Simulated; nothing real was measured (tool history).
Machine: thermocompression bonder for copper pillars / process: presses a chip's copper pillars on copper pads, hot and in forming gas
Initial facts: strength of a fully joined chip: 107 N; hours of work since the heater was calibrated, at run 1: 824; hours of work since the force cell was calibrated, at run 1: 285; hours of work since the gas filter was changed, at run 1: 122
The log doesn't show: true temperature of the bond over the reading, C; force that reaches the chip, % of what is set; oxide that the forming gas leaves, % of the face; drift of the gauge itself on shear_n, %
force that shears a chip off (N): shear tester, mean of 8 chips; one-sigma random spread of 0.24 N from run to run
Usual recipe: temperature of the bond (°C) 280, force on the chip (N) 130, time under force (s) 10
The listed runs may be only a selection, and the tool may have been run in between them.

| run | hour | temperature of the bond (°C) | force on the chip (N) | time under force (s) | hours of work since the heater was calibrated | hours of work since the force cell was calibrated | hours of work since the gas filter was changed | force that shears a chip off (N) |
|---|---|---|---|---|---|---|---|---|
| 1 | 0.0 | 280 | 130 | 10 | 824 | 285 | 122 | 63.0 |
| 2 | 16.5 | 280 | 130 | 8 | 837 | 297 | 135 | 58.8 |
| 3 | 27.0 | 280 | 130 | 8 | 845 | 306 | 143 | 58.7 |
|  | 42.4 | forming gas filter changed |
| 4 | 46.5 | 280 | 130 | 8 | 860 | 321 | 3 | 60.5 |
| 5 | 67.9 | 280 | 130 | 8 | 876 | 337 | 20 | 60.7 |
| 6 | 89.5 | 280 | 130 | 8 | 893 | 354 | 37 | 59.8 |
| 7 | 110.2 | 280 | 168 | 10 | 909 | 370 | 53 | 76.0 |
| 8 | 129.8 | 280 | 168 | 10 | 925 | 386 | 68 | 75.7 |
| 9 | 143.7 | 280 | 168 | 10 | 936 | 396 | 79 | 75.1 |
| 10 | 152.4 | 280 | 168 | 10 | 942 | 403 | 86 | 75.1 |
| 11 | 167.6 | 280 | 130 | 9 | 954 | 415 | 98 | 61.4 |
| 12 | 187.9 | 280 | 130 | 10 | 970 | 431 | 114 | 63.0 |
| 13 | 201.4 | 280 | 130 | 10 | 981 | 441 | 124 | 63.3 |
| 14 | 218.3 | 280 | 130 | 10 | 994 | 455 | 137 | 63.4 |
| 15 | 228.9 | 280 | 130 | 10 | 1002 | 463 | 146 | 62.7 |
|  | 241.0 | forming gas filter changed |
| 16 | 241.8 | 280 | 130 | 10 | 1012 | 473 | 1 | 64.8 |
| 17 | 255.8 | 280 | 130 | 10 | 1023 | 484 | 12 | 64.7 |
| 18 | 276.2 | 280 | 130 | 6 | 1039 | 499 | 27 | 54.5 |
| 19 | 291.4 | 280 | 130 | 6 | 1050 | 511 | 39 | 54.4 |
| 20 | 306.8 | 250 | 130 | 9 | 1063 | 523 | 51 | 46.9 |
| 21 | 322.5 | 303 | 109 | 17 | 1075 | 536 | 64 | 77.1 |
| 22 | 331.7 | 280 | 130 | 7 | 1082 | 543 | 71 | 57.1 |
| 23 | 345.2 | 280 | 130 | 7 | 1093 | 553 | 81 | 56.5 |
| 24 | 357.4 | 280 | 166 | 10 | 1102 | 563 | 91 | 74.3 |
| 25 | 371.1 | 280 | 110 | 10 | 1113 | 574 | 102 | 55.4 |
| 26 | 380.2 | 258 | 100 | 10 | 1120 | 581 | 109 | 41.4 |
| 27 | 401.6 | 259 | 136 | 22 | 1137 | 597 | 125 | 68.7 |
| 28 | 416.4 | 307 | 138 | 8 | 1148 | 609 | 137 | 73.4 |
| 29 | 432.1 | 280 | 165 | 10 | 1160 | 621 | 149 | 73.0 |
|  | 440.2 | forming gas filter changed |
| 30 | 449.4 | 283 | 78 | 10 | 1174 | 634 | 7 | 43.5 |
| 31 | 460.5 | 283 | 78 | 10 | 1182 | 643 | 16 | 43.3 |
| 32 | 471.3 | 252 | 131 | 10 | 1191 | 651 | 24 | 50.4 |
| 33 | 482.6 | 288 | 99 | 10 | 1199 | 660 | 33 | 55.6 |

Here are 5 independent what-if runs from the current tool condition. What would each one return?
| A | 501.3 | 295 | 117 | 8 | 1214 | 675 | 48 | ? |
| B | 501.3 | 268 | 130 | 10 | 1214 | 675 | 48 | ? |
| C | 501.3 | 274 | 99 | 10 | 1214 | 675 | 48 | ? |
| D | 501.3 | 288 | 99 | 17 | 1214 | 675 | 48 | ? |
| E | 501.3 | 280 | 143 | 13 | 1214 | 675 | 48 | ? |

| run | force that shears a chip off (N) |
|---|---|
| A | 61.8 |
| B | 57.7 |
| C | 48.8 |
| D | 65.2 |
| E | 73.5 |
Without the tool's hidden state the same runs would have given:
| run | force that shears a chip off (N) |
|---|---|
| A | 65.6 |
| B | 61.9 |
| C | 52.6 |
| D | 69.2 |
| E | 77.6 |
